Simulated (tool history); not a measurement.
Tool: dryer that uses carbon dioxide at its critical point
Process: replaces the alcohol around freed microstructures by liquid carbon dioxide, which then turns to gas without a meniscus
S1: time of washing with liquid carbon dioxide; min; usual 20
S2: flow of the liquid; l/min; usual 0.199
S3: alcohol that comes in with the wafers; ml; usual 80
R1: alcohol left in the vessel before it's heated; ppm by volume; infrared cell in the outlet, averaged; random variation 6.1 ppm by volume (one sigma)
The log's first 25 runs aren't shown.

{"run": 26, "hour": 405.5, "S1": 14, "S2": 0.199, "S3": 80, "R1": 1875}
{"run": 27, "hour": 428.9, "S1": 14, "S2": 0.199, "S3": 80, "R1": 1918}
{"run": 28, "hour": 454.3, "S1": 26, "S2": 0.199, "S3": 26, "R1": 89}
{"run": 29, "hour": 468.2, "S1": 26, "S2": 0.199, "S3": 26, "R1": 92}
{"run": 30, "hour": 484.9, "S1": 26, "S2": 0.199, "S3": 26, "R1": 93}
{"run": 31, "hour": 505.5, "S1": 24, "S2": 0.247, "S3": 40, "R1": 88}
{"run": 32, "hour": 524.3, "S1": 24, "S2": 0.247, "S3": 40, "R1": 87}
{"run": 33, "hour": 537.0, "S1": 24, "S2": 0.247, "S3": 40, "R1": 86}
{"run": 34, "hour": 561.2, "S1": 24, "S2": 0.247, "S3": 40, "R1": 100}
{"run": 35, "hour": 575.8, "S1": 24, "S2": 0.247, "S3": 40, "R1": 94}
{"run": 36, "hour": 598.3, "S1": 20, "S2": 0.196, "S3": 74, "R1": 412}
{"run": 37, "hour": 618.8, "S1": 25, "S2": 0.196, "S3": 108, "R1": 188}
{"run": 38, "hour": 633.4, "S1": 20, "S2": 0.242, "S3": 80, "R1": 177}
{"run": 39, "hour": 647.4, "S1": 20, "S2": 0.242, "S3": 80, "R1": 176}

5 ways to go on from here, each from the tool as it stands after run 39. What would each give?
{"run": "A", "hour": 673.9, "S1": 20, "S2": 0.199, "S3": 115, "R1": "?"}
{"run": "B", "hour": 673.9, "S1": 22, "S2": 0.173, "S3": 62, "R1": "?"}
{"run": "C", "hour": 673.9, "S1": 27, "S2": 0.182, "S3": 80, "R1": "?"}
{"run": "D", "hour": 673.9, "S1": 16, "S2": 0.132, "S3": 54, "R1": "?"}
{"run": "E", "hour": 673.9, "S1": 23, "S2": 0.199, "S3": 80, "R1": "?"}

run=A R1=601
run=B R1=472
run=C R1=185
run=D R1=4633
run=E R1=238
Without the tool's hidden state the same runs would have given:
run=A R1=337
run=B R1=259
run=C R1=64
run=D R1=3612
run=E R1=97
